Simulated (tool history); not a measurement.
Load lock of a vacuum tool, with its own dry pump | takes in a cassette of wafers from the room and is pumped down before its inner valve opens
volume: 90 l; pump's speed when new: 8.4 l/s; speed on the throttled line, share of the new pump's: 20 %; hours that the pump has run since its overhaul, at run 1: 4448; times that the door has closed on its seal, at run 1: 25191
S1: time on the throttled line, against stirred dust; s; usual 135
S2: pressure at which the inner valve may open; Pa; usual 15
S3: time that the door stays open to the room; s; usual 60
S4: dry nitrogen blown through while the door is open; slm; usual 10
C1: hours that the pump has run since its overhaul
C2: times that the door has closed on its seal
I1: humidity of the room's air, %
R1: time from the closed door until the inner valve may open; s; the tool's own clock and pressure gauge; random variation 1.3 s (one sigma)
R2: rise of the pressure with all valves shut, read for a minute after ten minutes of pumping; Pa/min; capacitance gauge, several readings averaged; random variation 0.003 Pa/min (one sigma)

run 1 hour=0.0 | S1=135 S2=15 S3=60 S4=10 | C1=4448 C2=25191 | I1=46.7 | R1=204.9 R2=0.034
run 2 hour=177.6 | S1=135 S2=15 S3=60 S4=10 | C1=4626 C2=25848 | I1=43.0 | R1=204.2 R2=0.035
run 3 hour=582.4 | S1=135 S2=15 S3=60 S4=10 | C1=5030 C2=27346 | I1=49.3 | R1=203.5 R2=0.031
run 4 hour=874.6 | S1=135 S2=15 S3=60 S4=10 | C1=5323 C2=28427 | I1=42.5 | R1=203.7 R2=0.031
run 5 hour=1244.1 | S1=135 S2=15 S3=60 S4=10 | C1=5692 C2=29794 | I1=43.3 | R1=203.4 R2=0.031
run 6 hour=1449.2 | S1=135 S2=15 S3=60 S4=10 | C1=5897 C2=30553 | I1=47.5 | R1=203.3 R2=0.033
run 7 hour=1630.9 | S1=135 S2=15 S3=60 S4=10 | C1=6079 C2=31226 | I1=44.3 | R1=204.5 R2=0.028
run 8 hour=2047.2 | S1=135 S2=15 S3=60 S4=10 | C1=6495 C2=32767 | I1=47.9 | R1=204.2 R2=0.037
run 9 hour=2240.4 | S1=135 S2=15 S3=60 S4=10 | C1=6689 C2=33482 | I1=44.6 | R1=202.1 R2=0.031
run 10 hour=2612.7 | S1=135 S2=15 S3=60 S4=10 | C1=7061 C2=34859 | I1=45.3 | R1=206.6 R2=0.035
run 11 hour=2792.0 | S1=71 S2=11 S3=107 S4=23 | C1=7240 C2=35523 | I1=43.3 | R1=156.4 R2=0.028
run 12 hour=3057.9 | S1=73 S2=10 S3=107 S4=4 | C1=7506 C2=36507 | I1=45.2 | R1=159.5 R2=0.049
run 13 hour=3300.2 | S1=73 S2=10 S3=107 S4=4 | C1=7748 C2=37403 | I1=46.3 | R1=161.2 R2=0.045
run 14 hour=3702.0 | S1=140 S2=14 S3=117 S4=4 | C1=8150 C2=38890 | I1=42.1 | R1=207.5 R2=0.048
run 15 hour=4088.9 | S1=237 S2=25 S3=109 S4=17 | C1=8537 C2=40322 | I1=46.5 | R1=278.4 R2=0.034

4 ways to go on from here, each from the tool as it stands after run 15. What would each give?
-- hour=4190.9 door's seal changed, seat wiped
run A hour=4453.6 | S1=111 S2=23 S3=109 S4=33 | C1=8900 C2=972 | I1=45.2 | R1=? R2=?
-- hour=4190.9 door's seal changed, seat wiped
run B hour=4453.6 | S1=135 S2=20 S3=60 S4=36 | C1=8900 C2=972 | I1=46.0 | R1=? R2=?
-- hour=4190.9 door's seal changed, seat wiped
run C hour=4453.6 | S1=251 S2=25 S3=85 S4=17 | C1=8900 C2=972 | I1=46.1 | R1=? R2=?
-- hour=4190.9 door's seal changed, seat wiped
run D hour=4453.6 | S1=237 S2=25 S3=160 S4=14 | C1=8900 C2=972 | I1=43.8 | R1=? R2=?

run=A R1=178.5 R2=0.027
run=B R1=200.7 R2=0.019
run=C R1=286.8 R2=0.029
run=D R1=278.5 R2=0.040
Without the tool's hidden state the same runs would have given:
run=A R1=178.4 R2=0.027
run=B R1=200.7 R2=0.019
run=C R1=286.8 R2=0.029
run=D R1=278.5 R2=0.040

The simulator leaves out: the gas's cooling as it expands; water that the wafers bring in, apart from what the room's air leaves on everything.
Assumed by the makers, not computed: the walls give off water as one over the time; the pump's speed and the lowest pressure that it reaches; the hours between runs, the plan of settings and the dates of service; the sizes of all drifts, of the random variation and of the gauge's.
